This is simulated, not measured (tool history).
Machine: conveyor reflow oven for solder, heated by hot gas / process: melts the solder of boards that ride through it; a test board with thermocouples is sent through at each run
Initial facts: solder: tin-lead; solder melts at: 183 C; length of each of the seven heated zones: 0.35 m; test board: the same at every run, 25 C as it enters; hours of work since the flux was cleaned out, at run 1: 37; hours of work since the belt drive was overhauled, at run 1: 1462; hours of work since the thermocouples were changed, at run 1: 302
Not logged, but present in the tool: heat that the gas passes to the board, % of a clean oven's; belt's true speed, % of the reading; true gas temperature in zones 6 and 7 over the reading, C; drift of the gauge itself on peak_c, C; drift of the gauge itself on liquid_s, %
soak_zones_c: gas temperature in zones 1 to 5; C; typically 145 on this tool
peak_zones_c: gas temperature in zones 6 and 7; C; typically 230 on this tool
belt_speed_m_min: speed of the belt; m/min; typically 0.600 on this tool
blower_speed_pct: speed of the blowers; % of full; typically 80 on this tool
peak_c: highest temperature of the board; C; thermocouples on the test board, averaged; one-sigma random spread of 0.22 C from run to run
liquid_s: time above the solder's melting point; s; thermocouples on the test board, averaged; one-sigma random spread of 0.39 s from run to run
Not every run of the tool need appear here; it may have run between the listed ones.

| run | day | soak_zones_c | peak_zones_c | belt_speed_m_min | blower_speed_pct | hours of work since the flux was cleaned out | hours of work since the belt drive was overhauled | hours of work since the thermocouples were changed | peak_c | liquid_s |
|---|---|---|---|---|---|---|---|---|---|---|
| 1 | 0.000 | 145 | 230 | 0.600 | 80 | 37 | 1462 | 302 | 218.0 | 58.6 |
| 2 | 2.271 | 145 | 236 | 0.600 | 80 | 70 | 1495 | 335 | 223.7 | 60.7 |
| 3 | 4.246 | 145 | 223 | 0.600 | 80 | 99 | 1523 | 363 | 211.9 | 53.6 |
| 4 | 6.562 | 145 | 223 | 0.600 | 80 | 132 | 1557 | 397 | 211.9 | 53.8 |
|  | 8.221 | flux residue cleaned out of gas plates and filters |
| 5 | 9.246 | 145 | 223 | 0.600 | 80 | 15 | 1593 | 433 | 213.0 | 54.5 |
| 6 | 11.450 | 145 | 223 | 0.600 | 80 | 47 | 1625 | 465 | 212.5 | 54.6 |
| 7 | 13.975 | 145 | 223 | 0.600 | 80 | 83 | 1661 | 501 | 212.2 | 54.7 |
|  | 15.850 | belt drive overhauled, speed set with a stopwatch |
| 8 | 16.912 | 145 | 223 | 0.600 | 80 | 123 | 15 | 541 | 211.0 | 50.2 |
|  | 18.688 | thermocouples of zones 6 and 7 changed |
|  | 19.204 | flux residue cleaned out of gas plates and filters |
| 9 | 19.888 | 156 | 223 | 0.600 | 80 | 10 | 54 | 14 | 212.0 | 56.2 |
| 10 | 22.158 | 145 | 230 | 0.600 | 58 | 43 | 87 | 47 | 212.9 | 51.7 |
| 11 | 25.000 | 145 | 230 | 0.600 | 58 | 84 | 128 | 88 | 213.0 | 50.6 |
| 12 | 26.612 | 145 | 230 | 0.600 | 58 | 107 | 152 | 112 | 212.5 | 51.0 |
| 13 | 29.121 | 145 | 230 | 0.600 | 58 | 144 | 188 | 148 | 212.6 | 50.9 |
|  | 29.988 | flux residue cleaned out of gas plates and filters |
| 14 | 31.383 | 137 | 230 | 0.600 | 80 | 20 | 218 | 178 | 215.6 | 51.3 |
| 15 | 33.917 | 137 | 230 | 0.600 | 80 | 57 | 254 | 215 | 215.7 | 52.1 |
| 16 | 37.158 | 137 | 230 | 0.600 | 80 | 104 | 301 | 261 | 215.2 | 51.0 |
| 17 | 38.658 | 155 | 230 | 0.521 | 80 | 126 | 323 | 283 | 221.7 | 72.2 |
|  | 40.808 | flux residue cleaned out of gas plates and filters |
| 18 | 41.233 | 145 | 238 | 0.600 | 88 | 6 | 357 | 318 | 225.9 | 60.7 |
| 19 | 44.238 | 145 | 238 | 0.600 | 88 | 50 | 401 | 361 | 225.8 | 60.4 |
| 20 | 47.504 | 131 | 230 | 0.600 | 50 | 97 | 448 | 408 | 209.0 | 43.2 |
| 21 | 50.800 | 152 | 242 | 0.516 | 70 | 145 | 496 | 456 | 231.7 | 76.8 |
|  | 51.583 | flux residue cleaned out of gas plates and filters |
| 22 | 52.367 | 152 | 242 | 0.516 | 70 | 11 | 516 | 476 | 232.4 | 78.0 |
| 23 | 54.800 | 146 | 244 | 0.620 | 66 | 47 | 551 | 511 | 228.1 | 59.7 |
| 24 | 58.033 | 158 | 230 | 0.686 | 80 | 93 | 598 | 558 | 217.0 | 52.3 |
|  | 58.667 | thermocouples of zones 6 and 7 changed |
| 25 | 60.033 | 133 | 223 | 0.683 | 59 | 121 | 625 | 20 | 198.9 | 28.0 |
|  | 62.375 | flux residue cleaned out of gas plates and filters |
| 26 | 63.279 | 133 | 223 | 0.683 | 59 | 13 | 669 | 64 | 200.1 | 29.7 |
| 27 | 66.329 | 145 | 230 | 0.620 | 70 | 57 | 714 | 108 | 213.8 | 51.6 |
| 28 | 68.100 | 145 | 230 | 0.620 | 70 | 83 | 739 | 134 | 213.9 | 51.8 |
| 29 | 69.746 | 145 | 230 | 0.620 | 70 | 107 | 763 | 157 | 213.8 | 51.0 |
| 30 | 71.908 | 145 | 230 | 0.620 | 70 | 138 | 794 | 189 | 213.7 | 51.1 |
|  | 73.096 | flux residue cleaned out of gas plates and filters |
| 31 | 74.829 | 145 | 226 | 0.559 | 80 | 25 | 834 | 228 | 215.2 | 60.0 |

Forecast each of these 3 alternatives for the next run:
| A | 76.400 | 145 | 230 | 0.712 | 80 | 48 | 856 | 251 | ? | ? |
| B | 76.400 | 145 | 226 | 0.526 | 80 | 48 | 856 | 251 | ? | ? |
| C | 76.400 | 145 | 225 | 0.618 | 66 | 48 | 856 | 251 | ? | ? |

| run | peak_c | liquid_s |
|---|---|---|
| A | 211.7 | 43.4 |
| B | 216.4 | 65.1 |
| C | 209.7 | 48.9 |
Had the tool no hidden state, the same runs would have come out as:
| run | peak_c | liquid_s |
|---|---|---|
| A | 211.2 | 41.9 |
| B | 215.9 | 63.1 |
| C | 209.1 | 47.1 |
